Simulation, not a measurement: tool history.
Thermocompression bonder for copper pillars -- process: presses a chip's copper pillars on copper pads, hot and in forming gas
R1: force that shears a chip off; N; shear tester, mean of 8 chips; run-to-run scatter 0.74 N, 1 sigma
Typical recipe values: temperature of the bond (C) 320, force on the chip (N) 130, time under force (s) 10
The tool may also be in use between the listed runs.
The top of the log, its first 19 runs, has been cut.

Run 20, hour 939.8: usual settings but temperature of the bond (C) 339, time under force (s) 28. Result: R1 117.5 N.
At hour 990.8: forming gas filter changed.
Run 21, hour 994.6: usual settings but force on the chip (N) 187, time under force (s) 28. Result: R1 133.9 N.
Run 22, hour 1045.4: usual settings but force on the chip (N) 187, time under force (s) 28. Result: R1 133.8 N.
Run 23, hour 1083.1: usual settings but temperature of the bond (C) 313, force on the chip (N) 187, time under force (s) 22. Result: R1 121.6 N.
Run 24, hour 1110.7: usual settings but temperature of the bond (C) 347, force on the chip (N) 113. Result: R1 92.3 N.
Run 25, hour 1171: usual settings but temperature of the bond (C) 347, force on the chip (N) 113. Result: R1 90.4 N.
Run 26, hour 1226.9: usual settings but temperature of the bond (C) 347, force on the chip (N) 113. Result: R1 89.7 N.
Run 27, hour 1268.9: usual settings but temperature of the bond (C) 347, force on the chip (N) 113. Result: R1 88.6 N.
Run 28, hour 1305.6: usual settings but temperature of the bond (C) 347, force on the chip (N) 113. Result: R1 89.3 N.
Run 29, hour 1357.8: usual settings but temperature of the bond (C) 313, force on the chip (N) 185. Result: R1 94.7 N.
At hour 1392.1: heater calibrated with a thermocouple chip.
Run 30, hour 1392.1: usual settings but temperature of the bond (C) 313, force on the chip (N) 185. Result: R1 96 N.
Run 31, hour 1455.5: usual settings but time under force (s) 14. Result: R1 88.2 N.
Run 32, hour 1493.6: usual settings but temperature of the bond (C) 302, force on the chip (N) 114, time under force (s) 5. Result: R1 43.9 N.
Run 33, hour 1536: usual settings but temperature of the bond (C) 330, time under force (s) 9. Result: R1 81.3 N.
Run 34, hour 1585.2: usual settings but temperature of the bond (C) 340, force on the chip (N) 99, time under force (s) 6. Result: R1 60.9 N.
At hour 1595.8: forming gas filter changed.
Run 35, hour 1644.1: usual settings but temperature of the bond (C) 338, force on the chip (N) 105. Result: R1 80 N.
Run 36, hour 1703.5: usual settings but temperature of the bond (C) 329, time under force (s) 26. Result: R1 115.4 N.
Run 37, hour 1750.7: usual settings but force on the chip (N) 132, time under force (s) 7. Result: R1 71.6 N.
Run 38, hour 1786.9: usual settings but temperature of the bond (C) 317, force on the chip (N) 114. Result: R1 68.2 N.

Consider 3 possible next runs. They are alternatives, not a sequence: every one starts from the tool as it was left by run 38. What does each give?
Run A, hour 1831: usual settings but temperature of the bond (C) 336, force on the chip (N) 114. Result: R1 ?.
Run B, hour 1831: usual settings but temperature of the bond (C) 317, force on the chip (N) 138. Result: R1 ?.
Run C, hour 1831: usual settings but temperature of the bond (C) 327, force on the chip (N) 171, time under force (s) 14. Result: R1 ?.

run     R1
  A   81.4
  B   79.6
  C  112.9
Without the tool's unlogged condition, the same runs would have read:
run     R1
  A   91.3
  B   89.6
  C  123.2
